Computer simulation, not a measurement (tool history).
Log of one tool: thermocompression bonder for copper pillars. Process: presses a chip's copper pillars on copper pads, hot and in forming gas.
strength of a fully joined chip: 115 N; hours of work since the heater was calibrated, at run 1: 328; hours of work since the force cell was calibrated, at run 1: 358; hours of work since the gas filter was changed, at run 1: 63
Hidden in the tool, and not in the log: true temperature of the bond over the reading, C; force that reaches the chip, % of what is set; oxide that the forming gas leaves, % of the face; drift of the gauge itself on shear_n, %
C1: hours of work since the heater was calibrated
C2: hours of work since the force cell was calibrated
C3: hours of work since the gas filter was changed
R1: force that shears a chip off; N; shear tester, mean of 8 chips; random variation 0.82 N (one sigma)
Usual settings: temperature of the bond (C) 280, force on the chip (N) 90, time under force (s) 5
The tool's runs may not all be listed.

Run 1, hour 0: usual settings; C1 328; C2 358; C3 63. Result: R1 59.9 N.
Run 2, hour 42.3: usual settings; C1 361; C2 391; C3 97. Result: R1 58.3 N.
At hour 75.3: forming gas filter changed.
Run 3, hour 82: usual settings but force on the chip (N) 64; C1 392; C2 422; C3 5. Result: R1 51.9 N.
Run 4, hour 102.4: usual settings; C1 408; C2 438; C3 21. Result: R1 62.6 N.
Run 5, hour 141.6: usual settings but temperature of the bond (C) 270; C1 439; C2 469; C3 52. Result: R1 54.6 N.
Run 6, hour 180: usual settings but temperature of the bond (C) 270; C1 469; C2 499; C3 82. Result: R1 51.5 N.
Run 7, hour 213.3: usual settings; C1 495; C2 526; C3 109. Result: R1 54.9 N.
At hour 231.1: forming gas filter changed.
Run 8, hour 248.3: usual settings; C1 522; C2 553; C3 14. Result: R1 59.8 N.
Run 9, hour 282.1: usual settings; C1 549; C2 579; C3 40. Result: R1 59 N.
Run 10, hour 309: usual settings but force on the chip (N) 113, time under force (s) 8; C1 570; C2 600; C3 61. Result: R1 73.7 N.
Run 11, hour 330.3: usual settings but force on the chip (N) 113, time under force (s) 8; C1 587; C2 617; C3 78. Result: R1 72.9 N.
Run 12, hour 352: usual settings but force on the chip (N) 120, time under force (s) 8; C1 604; C2 634; C3 95. Result: R1 74.1 N.
Run 13, hour 375.1: usual settings but temperature of the bond (C) 302, force on the chip (N) 84; C1 622; C2 653; C3 113. Result: R1 62.9 N.
At hour 385.9: forming gas filter changed.
Run 14, hour 415: usual settings but time under force (s) 12; C1 653; C2 683; C3 23. Result: R1 78 N.
Run 15, hour 460.7: usual settings but temperature of the bond (C) 309, force on the chip (N) 73, time under force (s) 4; C1 689; C2 719; C3 59. Result: R1 60.8 N.
Run 16, hour 499.7: usual settings but temperature of the bond (C) 289, force on the chip (N) 77, time under force (s) 11; C1 720; C2 750; C3 90. Result: R1 69.8 N.

3 ways to go on from here, each from the tool as it stands after run 16. What would each give?
At hour 541.2: forming gas filter changed.
Run A, hour 545.3: usual settings but temperature of the bond (C) 268, force on the chip (N) 127, time under force (s) 13; C1 755; C2 786; C3 3. Result: R1 ?.
At hour 541.2: forming gas filter changed.
Run B, hour 545.3: usual settings but temperature of the bond (C) 289, force on the chip (N) 124, time under force (s) 7; C1 755; C2 786; C3 3. Result: R1 ?.
At hour 541.2: forming gas filter changed.
Run C, hour 545.3: usual settings but temperature of the bond (C) 309, force on the chip (N) 88; C1 755; C2 786; C3 3. Result: R1 ?.

run    R1
  A  85.1
  B  83.3
  C  76.4
Without the tool's hidden state the same runs would have given:
run    R1
  A  90.3
  B  88.2
  C  81.1
